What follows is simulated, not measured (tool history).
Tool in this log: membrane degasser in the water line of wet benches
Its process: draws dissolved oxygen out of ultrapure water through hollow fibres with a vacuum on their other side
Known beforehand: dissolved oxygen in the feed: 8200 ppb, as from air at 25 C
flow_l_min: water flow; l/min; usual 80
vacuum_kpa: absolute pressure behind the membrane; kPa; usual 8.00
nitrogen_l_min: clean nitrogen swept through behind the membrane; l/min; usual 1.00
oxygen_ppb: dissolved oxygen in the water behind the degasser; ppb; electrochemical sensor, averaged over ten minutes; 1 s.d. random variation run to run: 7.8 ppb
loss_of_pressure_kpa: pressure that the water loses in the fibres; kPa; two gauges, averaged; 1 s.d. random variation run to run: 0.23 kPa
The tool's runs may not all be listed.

run	hour	flow_l_min	vacuum_kpa	nitrogen_l_min	oxygen_ppb	loss_of_pressure_kpa
1	0.0	80	8.00	1.00	882.1	64.13
2	111.5	80	8.00	1.00	879.9	64.13
3	344.6	80	5.14	1.00	558.5	64.40
4	597.3	80	8.00	1.00	885.1	64.49
5	736.3	80	8.00	1.00	902.6	64.52
# hour 866.7: seals of the vacuum lines changed
6	910.4	80	8.00	1.00	894.9	64.24
7	1131.5	80	8.00	1.00	908.1	64.98
8	1339.6	80	8.00	1.00	903.2	65.02
9	1483.7	80	8.00	1.00	904.4	65.07
10	1636.2	80	8.00	1.00	913.9	65.30
11	1746.8	80	8.00	1.00	918.4	65.25
12	1933.1	80	8.00	1.00	908.3	65.33
13	2076.5	80	8.00	1.00	932.3	65.66
14	2292.7	54	8.00	1.00	639.2	44.49
15	2481.3	80	8.00	0.44	1323.3	65.60
16	2655.4	63	4.96	1.50	370.7	52.06
17	2833.1	70	12.95	0.62	1665.4	58.10
# hour 3021.2: vacuum gauge calibrated
18	3032.7	70	9.09	2.01	611.9	57.69
19	3219.2	112	10.78	0.41	2060.0	93.56
20	3423.4	80	8.71	0.47	1289.5	66.62
21	3615.0	80	12.22	1.16	1246.9	66.77
22	3826.9	80	12.22	1.16	1250.8	66.95
23	4004.3	80	12.22	1.16	1233.5	67.23
24	4131.8	80	19.35	1.26	1774.6	67.82
25	4274.0	63	17.59	1.00	1556.2	53.06
# hour 4339.4: seals of the vacuum lines changed
26	4451.2	80	8.00	2.10	641.3	67.42
27	4583.3	83	17.91	1.00	1916.4	70.49
28	4826.2	83	17.91	1.00	1935.3	70.40

Hidden state or all else? Some run-to-run changes of oxygen_ppb, split into what the settings, what came in and random variation would give without the hidden state, and what is left for the hidden state (with any gauge scatter that isn't in both results):
What the log doesn't record here: membrane still open, %; true pressure behind the membrane over the reading, kPa; air that leaks in behind the membrane, l/min; drift of the gauge itself on oxygen_ppb, %; drift of the gauge itself on loss_of_pressure_kpa, %.
Run 14 -> 15: flow_l_min 54 -> 80, nitrogen_l_min 1.00 -> 0.44. oxygen_ppb +684.1 ppb: hidden state +91.8, all else +592.3.
Run 15 -> 16: flow_l_min 80 -> 63, vacuum_kpa 8.00 -> 4.96, nitrogen_l_min 0.44 -> 1.50. oxygen_ppb -952.6 ppb: hidden state -77.8, all else -874.8.
Run 16 -> 17: flow_l_min 63 -> 70, vacuum_kpa 4.96 -> 12.95, nitrogen_l_min 1.50 -> 0.62. oxygen_ppb +1294.7 ppb: hidden state +24.7, all else +1270.0.
Run 18 -> 19: flow_l_min 70 -> 112, vacuum_kpa 9.09 -> 10.78, nitrogen_l_min 2.01 -> 0.41. oxygen_ppb +1448.1 ppb: hidden state +19.4, all else +1428.7.
